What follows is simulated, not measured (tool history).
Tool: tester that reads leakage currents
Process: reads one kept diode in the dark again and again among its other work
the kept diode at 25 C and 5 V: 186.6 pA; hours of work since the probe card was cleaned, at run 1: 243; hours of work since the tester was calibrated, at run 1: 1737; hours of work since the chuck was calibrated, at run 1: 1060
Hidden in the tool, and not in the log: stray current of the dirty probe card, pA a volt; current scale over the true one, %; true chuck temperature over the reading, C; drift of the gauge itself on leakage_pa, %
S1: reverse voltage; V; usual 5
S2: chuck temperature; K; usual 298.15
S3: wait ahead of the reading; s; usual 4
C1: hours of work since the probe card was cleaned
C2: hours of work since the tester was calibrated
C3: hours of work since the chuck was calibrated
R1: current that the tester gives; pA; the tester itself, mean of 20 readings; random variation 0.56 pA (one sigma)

run,hour,S1,S2,S3,C1,C2,C3,R1
1,0,5,298.15,4,243,1737,1060,214.32
2,177.4,5,298.15,4,316,1810,1133,215.99
# hour 330.4: chuck's temperature calibrated
3,351,5,298.15,6.55,386,1880,8,188.66
4,485.9,5,298.15,4,442,1936,64,190.73
5,692.8,5,298.15,4,527,2020,149,193.61
6,933.2,5,298.15,4,626,2119,247,196.07
7,1221,5,298.15,4,744,2237,366,200.73
8,1419.2,3.37,298.15,4,825,2319,447,163.62
9,1540,3.37,298.15,4,875,2368,497,165.55
10,1751.4,5,298.15,3.02,961,2455,583,207.69
11,1960.5,5,298.15,3.02,1047,2541,669,208.72
12,2232.5,5,298.15,3.02,1159,2653,781,212.33
13,2478,5,329.15,3.02,1260,2753,882,2348.11
14,2612.3,5,329.15,3.02,1315,2809,937,2354.49
15,2840.4,5,329.15,3.02,1409,2902,1030,2370.54
16,2972.4,5,298.15,4,1463,2956,1085,221.73
17,3178.3,5,298.15,0.74,1547,3041,1169,226.48
# hour 3245.1: chuck's temperature calibrated
18,3318.4,5,298.15,1.2,1604,3098,30,198.28
19,3523,5,295.15,1.2,1688,3182,114,156.82
20,3730.7,10.78,306.15,0.39,1773,3267,199,590.15
21,3887.2,10.78,306.15,0.39,1837,3331,264,594.81
22,4104.9,10.78,306.15,0.39,1927,3421,353,601.92
23,4312.5,3.38,302.15,0.39,2012,3506,438,237.72
24,4604,6.06,323.15,8.4,2132,3625,558,1644.89
25,4804.5,16.29,298.15,0.67,2214,3708,640,418.19
26,5076.5,16.29,298.15,0.67,2326,3819,752,425.21
# hour 5093.1: probe card cleaned and baked
27,5314.2,13.35,298.15,3.9,91,3916,848,347.09
28,5541.3,13.35,298.15,3.9,184,4009,941,354.17
29,5788.5,13.35,298.15,3.9,286,4111,1043,358.38
30,5988.9,5,307.15,1.33,368,4193,1125,461.39
# hour 6165.9: chuck's temperature calibrated
31,6165.9,3.12,328.15,1.34,440,4265,0,1575.8
32,6406.2,3.51,303.15,1.69,538,4363,99,245.47
33,6548.5,15.04,323.15,0.75,597,4422,157,2487.57
34,6792.7,3.91,299.15,9.58,697,4522,257,190.32
35,6981.5,1.1,300.15,4.65,774,4599,335,108.66
36,7122.4,8.57,324.15,5.17,832,4657,393,2065.92
37,7286.6,6.45,302.15,4,900,4725,460,325.36
38,7482.3,6.45,302.15,4,980,4805,540,330.14

5 ways to go on from here, each from the tool as it stands after run 38. What would each give?
A,7627.1,1.74,333.15,0.37,1040,4865,600,?
B,7627.1,6.45,322.15,4,1040,4865,600,?
C,7627.1,6.59,298.15,4,1040,4865,600,?
D,7627.1,2.54,321.15,0.38,1040,4865,600,?
E,7627.1,2.66,316.15,4,1040,4865,600,?

run,R1
A,1771.53
B,1575.56
C,242.78
D,909.14
E,635.04
Without the tool's hidden state the same runs would have given:
run,R1
A,1653.56
B,1458.76
C,216.2
D,842.75
E,586.37
